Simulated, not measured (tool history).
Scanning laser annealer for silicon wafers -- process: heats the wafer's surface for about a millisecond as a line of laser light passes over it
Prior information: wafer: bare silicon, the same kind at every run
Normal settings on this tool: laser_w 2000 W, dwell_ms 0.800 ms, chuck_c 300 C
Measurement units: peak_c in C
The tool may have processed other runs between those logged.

| run | hour | laser_w | dwell_ms | chuck_c | peak_c |
|---|---|---|---|---|---|
| 1 | 0.0 | 2000 | 0.800 | 300 | 1076 |
| 2 | 6.2 | 2071 | 0.800 | 300 | 1102 |
| 3 | 12.3 | 2071 | 0.800 | 300 | 1095 |
| 4 | 23.1 | 2145 | 0.800 | 300 | 1126 |
| 5 | 29.7 | 2145 | 0.800 | 300 | 1127 |
| 6 | 37.7 | 1779 | 0.576 | 289 | 865 |
| 7 | 48.3 | 1779 | 0.727 | 315 | 969 |
|  | 54.2 | optics aligned, line set to its width |
| 8 | 58.6 | 2000 | 0.728 | 267 | 1001 |
| 9 | 69.8 | 1755 | 0.822 | 269 | 959 |
| 10 | 77.7 | 2000 | 0.803 | 326 | 1096 |

What if the next run were any one of these 5? Each begins from the tool's condition after run 10:
| A | 87.5 | 1773 | 0.840 | 325 | ? |
| B | 87.5 | 2076 | 0.653 | 300 | ? |
| C | 87.5 | 1736 | 0.788 | 285 | ? |
| D | 87.5 | 1905 | 0.728 | 271 | ? |
| E | 87.5 | 1708 | 0.800 | 300 | ? |

| run | peak_c |
|---|---|
| A | 1027 |
| B | 1014 |
| C | 953 |
| D | 967 |
| E | 960 |
With no hidden state in the tool, these same runs would have given:
| run | peak_c |
|---|---|
| A | 1036 |
| B | 1024 |
| C | 962 |
| D | 976 |
| E | 969 |

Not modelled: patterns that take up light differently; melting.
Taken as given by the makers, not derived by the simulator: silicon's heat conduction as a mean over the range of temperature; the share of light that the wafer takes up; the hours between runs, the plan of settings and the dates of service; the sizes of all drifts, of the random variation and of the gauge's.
